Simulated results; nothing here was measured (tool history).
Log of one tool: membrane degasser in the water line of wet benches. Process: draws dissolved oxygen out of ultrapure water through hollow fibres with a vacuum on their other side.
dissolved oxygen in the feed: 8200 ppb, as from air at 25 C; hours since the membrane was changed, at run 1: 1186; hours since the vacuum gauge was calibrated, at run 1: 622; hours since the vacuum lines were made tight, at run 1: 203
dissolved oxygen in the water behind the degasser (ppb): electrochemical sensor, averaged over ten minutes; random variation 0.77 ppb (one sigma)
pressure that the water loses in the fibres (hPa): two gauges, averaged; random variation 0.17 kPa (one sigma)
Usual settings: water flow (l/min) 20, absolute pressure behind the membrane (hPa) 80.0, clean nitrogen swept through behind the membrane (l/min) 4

run   hour  water flow (l/min)  absolute pressure behind the membrane (hPa)  clean nitrogen swept through behind the membrane (l/min)  hours since the membrane was changed  hours since the vacuum gauge was calibrated  hours since the vacuum lines were made tight  dissolved oxygen in the water behind the degasser (ppb)  pressure that the water loses in the fibres (hPa)
  1    0.0                  20                                         80.0                                                         4                                  1186                                          622                                           203                                                     71.9                                              270.5
  2   54.4                  20                                         80.0                                                         4                                  1240                                          677                                           257                                                     72.5                                              273.9
  3  114.7                  20                                         80.0                                                         4                                  1301                                          737                                           317                                                     74.3                                              272.9
  4  177.6                  20                                         70.9                                                         4                                  1364                                          800                                           380                                                     61.3                                              274.2
  5  237.2                  20                                         70.9                                                         4                                  1423                                          859                                           440                                                     62.8                                              271.3
  6  284.2                  19                                         80.0                                                         4                                  1470                                          906                                           487                                                     66.2                                              259.3
  7  311.2                  20                                         80.0                                                         4                                  1497                                          933                                           514                                                     72.7                                              273.6
  8  350.8                  20                                         80.0                                                         4                                  1537                                          973                                           553                                                     73.3                                              274.1
  9  384.7                  20                                         80.0                                                         4                                  1571                                         1007                                           587                                                     73.5                                              273.6
 10  420.5                  19                                         80.0                                                         4                                  1607                                         1043                                           623                                                     68.7                                              259.9
 11  452.0                  19                                         80.0                                                         4                                  1638                                         1074                                           655                                                     68.0                                              259.5
 12  484.9                  19                                         80.0                                                         4                                  1671                                         1107                                           687                                                     67.9                                              261.1
 13  546.9                  19                                         80.0                                                         4                                  1733                                         1169                                           749                                                     67.5                                              258.0

Forecast run 14:
 14  574.3                  19                                         80.0                                                         4                                  1760                                         1196                                           777                                                        ?                                                  ?

{"run 14": {"dissolved oxygen in the water behind the degasser (ppb)": 67.6, "pressure that the water loses in the fibres (hPa)": 259.5}}
Without the tool's hidden state the same run would have given dissolved oxygen in the water behind the degasser (ppb) 64.7, pressure that the water loses in the fibres (hPa) 254.9.
